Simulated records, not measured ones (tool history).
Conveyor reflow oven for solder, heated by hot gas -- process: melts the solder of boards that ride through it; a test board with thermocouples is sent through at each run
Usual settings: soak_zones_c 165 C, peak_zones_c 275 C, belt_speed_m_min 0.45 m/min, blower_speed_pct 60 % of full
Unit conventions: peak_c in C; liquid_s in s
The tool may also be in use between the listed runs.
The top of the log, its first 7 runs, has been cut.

run	hour	soak_zones_c	peak_zones_c	belt_speed_m_min	blower_speed_pct	peak_c	liquid_s
8	229.4	179	275	0.45	60	258	65.9
9	263	170	275	0.45	60	256.5	61.9
10	290.4	170	275	0.45	60	256.1	60.8
11	326.3	170	275	0.45	60	256.2	60.6
12	363.5	165	283	0.45	60	261.9	63.3
13	393.5	165	283	0.45	60	262.1	63.7
14	418	165	283	0.45	60	261.9	63
15	458.1	165	283	0.45	60	261.7	63.2
16	491.8	168	274	0.45	63	255.5	59.6
17	512.9	168	274	0.45	69	256.9	61.3
18	549	165	287	0.391	60	271	79.4
19	588.4	165	287	0.391	60	270.9	78.8
20	627	165	275	0.45	78	259.2	61.9
21	662.5	171	266	0.404	55	250.3	64
22	693.1	171	266	0.404	55	250.4	63.7
23	716.2	158	276	0.411	78	261.8	68
24	758.1	167	275	0.45	60	254.8	58.4
# hour 777.6: flux residue cleaned out of gas plates and filters
25	803.8	179	283	0.432	60	267.4	74.8
26	828.4	163	265	0.474	65	247	49
27	858.2	163	265	0.474	65	247.4	48.9
28	902	159	275	0.438	60	256.8	59.6
29	930.6	159	275	0.438	60	256.3	59.5
30	968.3	165	275	0.507	60	251.4	48.7

Branching from run 30: 4 alternative next runs. What would each branch give?
A	995	179	275	0.441	60	?	?
B	995	171	275	0.507	60	?	?
C	995	175	290	0.45	60	?	?
D	995	159	275	0.507	60	?	?

run	peak_c	liquid_s
A	260.1	68.6
B	252.9	51.6
C	270.8	72.5
D	250	45.8
What these runs would have given with no unlogged condition in the tool:
run	peak_c	liquid_s
A	258.6	66.9
B	251.6	50.1
C	269.4	70.9
D	248.7	44.4
